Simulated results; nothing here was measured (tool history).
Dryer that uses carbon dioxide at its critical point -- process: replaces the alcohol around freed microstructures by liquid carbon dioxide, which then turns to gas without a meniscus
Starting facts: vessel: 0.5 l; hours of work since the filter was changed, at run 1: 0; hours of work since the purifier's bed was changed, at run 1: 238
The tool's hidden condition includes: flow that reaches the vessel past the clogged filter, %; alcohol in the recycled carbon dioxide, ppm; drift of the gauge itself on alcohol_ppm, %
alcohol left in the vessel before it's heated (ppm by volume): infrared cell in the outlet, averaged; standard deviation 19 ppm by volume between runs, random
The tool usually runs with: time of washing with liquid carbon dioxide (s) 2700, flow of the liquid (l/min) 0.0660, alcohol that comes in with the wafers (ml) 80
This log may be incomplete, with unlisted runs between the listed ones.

run   hour  time of washing with liquid carbon dioxide (s)  flow of the liquid (l/min)  alcohol that comes in with the wafers (ml)  hours of work since the filter was changed  hours of work since the purifier's bed was changed  alcohol left in the vessel before it's heated (ppm by volume)
  1    0.0                                            2700                      0.0660                                          80                                           0                                                 238                                                           1307
  2   23.7                                            3540                      0.0660                                          80                                           8                                                 246                                                            329
  3   33.6                                            3540                      0.0660                                          80                                          11                                                 250                                                            328
  4   51.7                                            3540                      0.0660                                          80                                          17                                                 256                                                            341
  5   71.5                                            3960                      0.0660                                          80                                          24                                                 262                                                            194
  6   94.0                                            3960                      0.0660                                          80                                          32                                                 270                                                            190
  7  105.9                                            3960                      0.0660                                          80                                          36                                                 274                                                            200
  8  127.9                                            3960                      0.0660                                          80                                          43                                                 281                                                            193
  9  139.9                                            3960                      0.0660                                          80                                          47                                                 285                                                            203
 10  151.6                                            2700                      0.0660                                          32                                          51                                                 289                                                            611
 11  168.1                                            2760                      0.0738                                          34                                          56                                                 295                                                            382
 12  187.3                                            3240                      0.1003                                          21                                          63                                                 301                                                             58
 13  210.5                                            3240                      0.1003                                          21                                          71                                                 309                                                             52
 14  223.2                                            2160                      0.0715                                          30                                          75                                                 313                                                           1168
 15  237.7                                            3540                      0.0620                                         114                                          80                                                 318                                                            836
 16  250.0                                            3540                      0.0620                                         114                                          84                                                 322                                                            835
 17  270.0                                            1740                      0.0711                                          67                                          91                                                 329                                                           5660
 18  292.0                                            1740                      0.1073                                          67                                          98                                                 336                                                           1309

How would selected steps in alcohol left in the vessel before it's heated (ppm by volume) from run to run divide? Give the signed amount a tool lacking its hidden state would still show from settings, what came in and random variation, and the signed amount left for the hidden state, including any gauge scatter that is not in both of the compared results.
Run 16 -> 17: time of washing with liquid carbon dioxide (s) 3540 -> 1740, flow of the liquid (l/min) 0.0620 -> 0.0711, alcohol that comes in with the wafers (ml) 114 -> 67. alcohol left in the vessel before it's heated (ppm by volume) +4825: hidden state +851, all else +3974.
